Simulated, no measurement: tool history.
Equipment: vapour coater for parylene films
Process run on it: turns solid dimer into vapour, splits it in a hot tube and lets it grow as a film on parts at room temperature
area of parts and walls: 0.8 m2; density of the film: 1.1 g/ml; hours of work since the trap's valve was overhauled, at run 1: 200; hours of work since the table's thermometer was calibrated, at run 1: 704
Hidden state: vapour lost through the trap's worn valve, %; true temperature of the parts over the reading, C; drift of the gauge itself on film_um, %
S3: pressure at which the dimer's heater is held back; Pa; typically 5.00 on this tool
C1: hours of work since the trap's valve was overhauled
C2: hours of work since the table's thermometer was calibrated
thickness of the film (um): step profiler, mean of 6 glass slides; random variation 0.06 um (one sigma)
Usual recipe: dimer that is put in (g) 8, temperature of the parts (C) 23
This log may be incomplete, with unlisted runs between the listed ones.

{"run": 1, "hour": 0.0, "dimer that is put in (g)": 8, "temperature of the parts (C)": 23, "S3": 5.0, "C1": 200, "C2": 704, "thickness of the film (um)": 6.53}
{"run": 2, "hour": 29.8, "dimer that is put in (g)": 8, "temperature of the parts (C)": 23, "S3": 5.0, "C1": 224, "C2": 728, "thickness of the film (um)": 6.5}
{"run": 3, "hour": 86.2, "dimer that is put in (g)": 8, "temperature of the parts (C)": 23, "S3": 5.0, "C1": 269, "C2": 773, "thickness of the film (um)": 6.37}
{"run": 4, "hour": 136.3, "dimer that is put in (g)": 8, "temperature of the parts (C)": 23, "S3": 5.0, "C1": 309, "C2": 813, "thickness of the film (um)": 6.34}
{"run": 5, "hour": 179.4, "dimer that is put in (g)": 8, "temperature of the parts (C)": 23, "S3": 5.0, "C1": 344, "C2": 848, "thickness of the film (um)": 6.37}
{"run": 6, "hour": 211.5, "dimer that is put in (g)": 8, "temperature of the parts (C)": 23, "S3": 5.0, "C1": 370, "C2": 874, "thickness of the film (um)": 6.18}
{"hour": 251.1, "done": "table's thermometer calibrated"}
{"run": 7, "hour": 251.1, "dimer that is put in (g)": 8, "temperature of the parts (C)": 23, "S3": 5.0, "C1": 401, "C2": 0, "thickness of the film (um)": 6.13}
{"run": 8, "hour": 296.8, "dimer that is put in (g)": 8, "temperature of the parts (C)": 23, "S3": 5.0, "C1": 438, "C2": 37, "thickness of the film (um)": 5.96}
{"hour": 317.3, "done": "trap's valve overhauled"}
{"run": 9, "hour": 357.2, "dimer that is put in (g)": 8, "temperature of the parts (C)": 23, "S3": 5.0, "C1": 32, "C2": 82, "thickness of the film (um)": 5.36}
{"run": 10, "hour": 383.6, "dimer that is put in (g)": 8, "temperature of the parts (C)": 23, "S3": 5.0, "C1": 53, "C2": 103, "thickness of the film (um)": 5.4}
{"run": 11, "hour": 425.2, "dimer that is put in (g)": 8, "temperature of the parts (C)": 23, "S3": 5.0, "C1": 87, "C2": 137, "thickness of the film (um)": 5.29}
{"hour": 453.9, "done": "trap's valve overhauled, once more"}
{"run": 12, "hour": 459.7, "dimer that is put in (g)": 8, "temperature of the parts (C)": 23, "S3": 5.0, "C1": 5, "C2": 161, "thickness of the film (um)": 7.08}
{"run": 13, "hour": 511.6, "dimer that is put in (g)": 8, "temperature of the parts (C)": 23, "S3": 5.0, "C1": 46, "C2": 203, "thickness of the film (um)": 6.99}
{"run": 14, "hour": 543.2, "dimer that is put in (g)": 8, "temperature of the parts (C)": 23, "S3": 5.0, "C1": 72, "C2": 228, "thickness of the film (um)": 6.88}
{"run": 15, "hour": 593.8, "dimer that is put in (g)": 8, "temperature of the parts (C)": 23, "S3": 5.14, "C1": 113, "C2": 269, "thickness of the film (um)": 6.77}
{"run": 16, "hour": 633.8, "dimer that is put in (g)": 8, "temperature of the parts (C)": 23, "S3": 5.14, "C1": 145, "C2": 301, "thickness of the film (um)": 6.66}
{"run": 17, "hour": 667.9, "dimer that is put in (g)": 8, "temperature of the parts (C)": 23, "S3": 5.14, "C1": 172, "C2": 329, "thickness of the film (um)": 6.58}
{"run": 18, "hour": 709.6, "dimer that is put in (g)": 8, "temperature of the parts (C)": 23, "S3": 5.14, "C1": 206, "C2": 362, "thickness of the film (um)": 6.55}
{"run": 19, "hour": 735.4, "dimer that is put in (g)": 8, "temperature of the parts (C)": 26, "S3": 9.1, "C1": 226, "C2": 383, "thickness of the film (um)": 5.82}
{"run": 20, "hour": 783.3, "dimer that is put in (g)": 4, "temperature of the parts (C)": 34, "S3": 6.42, "C1": 265, "C2": 421, "thickness of the film (um)": 2.69}
{"run": 21, "hour": 824.7, "dimer that is put in (g)": 4, "temperature of the parts (C)": 20, "S3": 3.26, "C1": 298, "C2": 455, "thickness of the film (um)": 3.48}
{"run": 22, "hour": 853.8, "dimer that is put in (g)": 4, "temperature of the parts (C)": 16, "S3": 2.36, "C1": 322, "C2": 478, "thickness of the film (um)": 3.89}
{"run": 23, "hour": 885.6, "dimer that is put in (g)": 4, "temperature of the parts (C)": 16, "S3": 2.36, "C1": 347, "C2": 504, "thickness of the film (um)": 3.82}
{"run": 24, "hour": 936.9, "dimer that is put in (g)": 6, "temperature of the parts (C)": 21, "S3": 5.64, "C1": 388, "C2": 545, "thickness of the film (um)": 4.72}
{"run": 25, "hour": 967.0, "dimer that is put in (g)": 6, "temperature of the parts (C)": 21, "S3": 5.64, "C1": 413, "C2": 569, "thickness of the film (um)": 4.66}
{"run": 26, "hour": 994.9, "dimer that is put in (g)": 4, "temperature of the parts (C)": 23, "S3": 2.87, "C1": 435, "C2": 592, "thickness of the film (um)": 3.2}
{"hour": 1018.3, "done": "trap's valve overhauled"}
{"run": 27, "hour": 1043.6, "dimer that is put in (g)": 4, "temperature of the parts (C)": 23, "S3": 2.87, "C1": 20, "C2": 628, "thickness of the film (um)": 3.78}

Branching from run 27: 4 alternative next runs. What would each branch give?
{"run": "A", "hour": 1076.8, "dimer that is put in (g)": 3, "temperature of the parts (C)": 29, "S3": 3.29, "C1": 47, "C2": 654, "thickness of the film (um)": "?"}
{"run": "B", "hour": 1076.8, "dimer that is put in (g)": 4, "temperature of the parts (C)": 19, "S3": 2.87, "C1": 47, "C2": 654, "thickness of the film (um)": "?"}
{"run": "C", "hour": 1076.8, "dimer that is put in (g)": 12, "temperature of the parts (C)": 27, "S3": 11.18, "C1": 47, "C2": 654, "thickness of the film (um)": "?"}
{"run": "D", "hour": 1076.8, "dimer that is put in (g)": 6, "temperature of the parts (C)": 16, "S3": 2.42, "C1": 47, "C2": 654, "thickness of the film (um)": "?"}

run=A thickness_of_the_film_(um)=2.53
run=B thickness_of_the_film_(um)=4.00
run=C thickness_of_the_film_(um)=8.95
run=D thickness_of_the_film_(um)=6.37
Without the tool's unlogged condition, the same runs would have read:
run=A thickness_of_the_film_(um)=2.55
run=B thickness_of_the_film_(um)=4.04
run=C thickness_of_the_film_(um)=9.05
run=D thickness_of_the_film_(um)=6.44

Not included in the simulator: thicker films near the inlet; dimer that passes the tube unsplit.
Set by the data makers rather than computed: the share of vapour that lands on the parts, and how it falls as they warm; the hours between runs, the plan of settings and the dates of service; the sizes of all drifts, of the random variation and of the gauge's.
